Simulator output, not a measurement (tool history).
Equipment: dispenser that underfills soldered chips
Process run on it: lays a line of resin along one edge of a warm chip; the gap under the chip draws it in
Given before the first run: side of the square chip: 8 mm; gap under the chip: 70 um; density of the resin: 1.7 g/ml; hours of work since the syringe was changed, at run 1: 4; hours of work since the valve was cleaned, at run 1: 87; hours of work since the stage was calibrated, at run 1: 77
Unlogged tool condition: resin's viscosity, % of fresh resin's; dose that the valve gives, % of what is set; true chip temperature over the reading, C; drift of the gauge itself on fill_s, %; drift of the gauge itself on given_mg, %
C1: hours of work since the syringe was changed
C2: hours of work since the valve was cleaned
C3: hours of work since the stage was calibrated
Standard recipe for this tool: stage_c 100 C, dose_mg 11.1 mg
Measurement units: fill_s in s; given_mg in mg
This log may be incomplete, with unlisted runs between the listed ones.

Run 1, hour 0: usual settings; C1 4; C2 87; C3 77. Result: fill_s 22.4 s, given_mg 10.47 mg.
Run 2, hour 6.3: usual settings; C1 8; C2 91; C3 81. Result: fill_s 25.8 s, given_mg 10.44 mg.
At hour 7.6: new syringe of resin.
Run 3, hour 11.3: usual settings; C1 2; C2 94; C3 84. Result: fill_s 21.4 s, given_mg 10.37 mg.
Run 4, hour 15.8: usual settings; C1 5; C2 97; C3 87. Result: fill_s 23.5 s, given_mg 10.43 mg.
Run 5, hour 18.5: usual settings; C1 7; C2 99; C3 89. Result: fill_s 25 s, given_mg 10.38 mg.
At hour 20.9: new syringe of resin.
Run 6, hour 22.4: usual settings but stage_c 92 C; C1 1; C2 101; C3 91. Result: fill_s 26.2 s, given_mg 10.47 mg.
Run 7, hour 27.3: usual settings; C1 4; C2 104; C3 94. Result: fill_s 21.5 s, given_mg 10.41 mg.
Run 8, hour 31: usual settings; C1 7; C2 107; C3 97. Result: fill_s 25.1 s, given_mg 10.34 mg.
At hour 34.1: new syringe of resin.
Run 9, hour 37.7: usual settings; C1 2; C2 111; C3 101. Result: fill_s 20.5 s, given_mg 10.31 mg.
Run 10, hour 41.5: usual settings; C1 5; C2 113; C3 103. Result: fill_s 22.1 s, given_mg 10.3 mg.
Run 11, hour 44.9: usual settings; C1 7; C2 115; C3 106. Result: fill_s 24.9 s, given_mg 10.35 mg.
At hour 47.4: new syringe of resin.
Run 12, hour 49.4: usual settings; C1 1; C2 118; C3 108. Result: fill_s 20 s, given_mg 10.27 mg.
Run 13, hour 52.4: usual settings; C1 3; C2 120; C3 110. Result: fill_s 22.2 s, given_mg 10.22 mg.
Run 14, hour 57.9: usual settings but stage_c 95 C, dose_mg 9.9 mg; C1 7; C2 124; C3 114. Result: fill_s 31.3 s, given_mg 9.08 mg.
At hour 60.7: new syringe of resin.
Run 15, hour 63.6: usual settings but stage_c 95 C, dose_mg 9.9 mg; C1 2; C2 127; C3 117. Result: fill_s 25.6 s, given_mg 9.15 mg.
Run 16, hour 69: usual settings but stage_c 85 C, dose_mg 10.2 mg; C1 5; C2 131; C3 121. Result: fill_s 44.9 s, given_mg 9.39 mg.
Run 17, hour 72.6: usual settings but stage_c 85 C, dose_mg 10.2 mg; C1 8; C2 133; C3 123. Result: fill_s 48.9 s, given_mg 9.29 mg.
At hour 74.3: new syringe of resin.
Run 18, hour 77: usual settings but stage_c 114 C, dose_mg 13.1 mg; C1 2; C2 136; C3 126. Result: fill_s 11.5 s, given_mg 11.94 mg.
At hour 81.4: dispensing valve cleaned and set on the balance.
Run 19, hour 83.4: usual settings but stage_c 87 C, dose_mg 10 mg; C1 5; C2 1; C3 130. Result: fill_s 40.1 s, given_mg 10.06 mg.
Run 20, hour 86.6: usual settings but stage_c 111 C, dose_mg 13.5 mg; C1 7; C2 3; C3 132. Result: fill_s 16.4 s, given_mg 13.47 mg.
At hour 88.9: new syringe of resin.
Run 21, hour 92.7: usual settings but stage_c 111 C, dose_mg 13.5 mg; C1 3; C2 7; C3 135. Result: fill_s 13.5 s, given_mg 13.49 mg.
Run 22, hour 96.7: usual settings but stage_c 111 C, dose_mg 13.5 mg; C1 5; C2 10; C3 138. Result: fill_s 14.5 s, given_mg 13.45 mg.
Run 23, hour 100.3: usual settings but stage_c 111 C, dose_mg 13.5 mg; C1 8; C2 12; C3 140. Result: fill_s 16 s, given_mg 13.42 mg.
At hour 102.3: new syringe of resin.
Run 24, hour 103.8: usual settings but stage_c 111 C, dose_mg 13.5 mg; C1 1; C2 14; C3 142. Result: fill_s 12.8 s, given_mg 13.43 mg.
Run 25, hour 109.6: usual settings but stage_c 106 C, dose_mg 14.1 mg; C1 5; C2 18; C3 146. Result: fill_s 17.5 s, given_mg 13.93 mg.

What differs in the tool's unlogged condition from the final listed run ahead of each entry between runs to the first listed run following it?
From run 2 to run 3: new syringe of resin (hour 7.6)
  resin's viscosity, % of fresh resin's: 139.8 -> 110.7; dose that the valve gives, % of what is set: 94.25 -> 94.04; true chip temperature over the reading, C: 0.32 -> 0.34
  difference, measured minus the result without the unlogged condition, fill_s: +7.5 -> +2 s; given_mg: -0.64 -> -0.66 mg
From run 5 to run 6: new syringe of resin (hour 20.9)
  resin's viscosity, % of fresh resin's: 135 -> 104.6; dose that the valve gives, % of what is set: 93.76 -> 93.61; true chip temperature over the reading, C: 0.37 -> 0.39
  difference, measured minus the result without the unlogged condition, fill_s: +6.5 -> +1.1 s; given_mg: -0.69 -> -0.72 mg
From run 8 to run 9: new syringe of resin (hour 34.1)
  resin's viscosity, % of fresh resin's: 132.7 -> 109.1; dose that the valve gives, % of what is set: 93.26 -> 93.02; true chip temperature over the reading, C: 0.43 -> 0.46
  difference, measured minus the result without the unlogged condition, fill_s: +6.1 -> +1.7 s; given_mg: -0.75 -> -0.77 mg
From run 11 to run 12: new syringe of resin (hour 47.4)
  resin's viscosity, % of fresh resin's: 133.4 -> 106.2; dose that the valve gives, % of what is set: 92.74 -> 92.57; true chip temperature over the reading, C: 0.49 -> 0.51
  difference, measured minus the result without the unlogged condition, fill_s: +6.2 -> +1.1 s; given_mg: -0.8 -> -0.83 mg
From run 14 to run 15: new syringe of resin (hour 60.7)
  resin's viscosity, % of fresh resin's: 134.6 -> 109.3; dose that the valve gives, % of what is set: 92.23 -> 92.02; true chip temperature over the reading, C: 0.55 -> 0.58
  difference, measured minus the result without the unlogged condition, fill_s: +8.2 -> +2.3 s; given_mg: -0.77 -> -0.79 mg
From run 17 to run 18: new syringe of resin (hour 74.3)
  resin's viscosity, % of fresh resin's: 140.5 -> 106.7; dose that the valve gives, % of what is set: 91.67 -> 91.52; true chip temperature over the reading, C: 0.62 -> 0.64
  difference, measured minus the result without the unlogged condition, fill_s: +14.1 -> +0.6 s; given_mg: -0.84 -> -1.11 mg
From run 18 to run 19: dispensing valve cleaned and set on the balance (hour 81.4)
  resin's viscosity, % of fresh resin's: 106.7 -> 124.2; dose that the valve gives, % of what is set: 91.52 -> 99.89; true chip temperature over the reading, C: 0.64 -> 0.66
  difference, measured minus the result without the unlogged condition, fill_s: +0.6 -> +6.9 s; given_mg: -1.11 -> -0.01 mg
From run 20 to run 21: new syringe of resin (hour 88.9)
  resin's viscosity, % of fresh resin's: 135.6 -> 111.3; dose that the valve gives, % of what is set: 99.77 -> 99.55; true chip temperature over the reading, C: 0.67 -> 0.7
  difference, measured minus the result without the unlogged condition, fill_s: +3.9 -> +1.1 s; given_mg: -0.03 -> -0.06 mg
From run 23 to run 24: new syringe of resin (hour 102.3)
  resin's viscosity, % of fresh resin's: 137.4 -> 105; dose that the valve gives, % of what is set: 99.26 -> 99.14; true chip temperature over the reading, C: 0.73 -> 0.75
  difference, measured minus the result without the unlogged condition, fill_s: +4.1 -> +0.3 s; given_mg: -0.1 -> -0.11 mg
